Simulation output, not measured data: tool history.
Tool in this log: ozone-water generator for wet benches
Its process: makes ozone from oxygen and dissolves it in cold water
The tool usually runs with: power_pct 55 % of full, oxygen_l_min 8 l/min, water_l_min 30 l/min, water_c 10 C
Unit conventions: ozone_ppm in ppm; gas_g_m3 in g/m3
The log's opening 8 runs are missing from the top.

run    hour  power_pct  oxygen_l_min  water_l_min  water_c  hours of work since the electrodes were changed  hours of work since the contactor was cleaned  hours of work since the thermometer was calibrated  ozone_ppm  gas_g_m3
  9  1496.9         55             8           29       10                                             3290                                           3990                                                5565       17.9     138.3
     1508.9  -- water thermometer calibrated
 10  1635.3         55             8           30       10                                             3407                                           4108                                                 107       17.4     135.3
 11  1808.8         55             8           30       10                                             3554                                           4255                                                 255       16.9     136.4
 12  1942.9         55             8           30       10                                             3668                                           4369                                                 368         17     137.3
 13  2104.7         55             8           30       10                                             3805                                           4506                                                 506       16.9     135.9
     2187.5  -- water thermometer calibrated, once more
 14    2308         55             8           30       10                                             3977                                           4678                                                 102       16.7     136.4
 15  2526.3         55             8           30       10                                             4163                                           4863                                                 288       17.2     136.3
 16  2689.8         55             8           30       10                                             4301                                           5002                                                 426       16.8     135.6
 17  2883.3         55         10.14           20        8                                             4466                                           5166                                                 591       24.4       119
 18  3063.2         65             8           30        8                                             4618                                           5319                                                 743       19.2     150.4
 19  3156.4         65             8           21        8                                             4697                                           5398                                                 822         26       149
 20  3364.4         65         10.97           21        6                                             4874                                           5575                                                 999       26.9     127.1
 21    3555         55          4.42           30       13                                             5036                                           5736                                                1161       14.6     177.4
 22  3769.6         50             8           30        5                                             5218                                           5918                                                1343       16.5     124.9
 23    3944         55          4.75           30       10                                             5366                                           6066                                                1491       15.2     169.8
 24    4174         55          4.75           30       10                                             5561                                           6262                                                1686       15.1     171.7
 25  4272.7         44         12.87           39        7                                             5645                                           6345                                                1770       11.9      89.5
 26  4428.2         56         14.21           30       10                                             5777                                           6477                                                1902       16.9      99.7
     4509.8  -- contactor cleaned
 27  4561.5         55             8           30       10                                             5886                                             44                                                2011       17.3     131.3
 28  4722.7         60          9.55           26       17                                             6023                                            181                                                2148       18.7     129.1
 29  4915.9         60          9.55           26       17                                             6187                                            345                                                2312       18.5     128.1
 30  5089.3         55          8.56           21       10                                             6334                                            492                                                2459         23     125.6
 31    5223         55          8.56           21       10                                             6448                                            605                                                2573       22.5     125.3
 32  5372.4         55             8           30       10                                             6574                                            732                                                2699       16.9       130

Here are 4 independent what-if runs from the current tool condition. What would each one return?
  A  5599.3         55             8           30       11                                             6767                                            925                                                2892          ?         ?
  B  5599.3         71          9.27           30        7                                             6767                                            925                                                2892          ?         ?
  C  5599.3         94             8           30        8                                             6767                                            925                                                2892          ?         ?
  D  5599.3         55             8           30        8                                             6767                                            925                                                2892          ?         ?

run  ozone_ppm  gas_g_m3
  A       16.7     128.5
  B       20.9     140.6
  C       24.3     182.1
  D       17.3     129.9
Had the tool no hidden state, the same runs would have come out as:
run  ozone_ppm  gas_g_m3
  A       18.7       143
  B         24     159.9
  C       28.5       212
  D       19.4     144.5
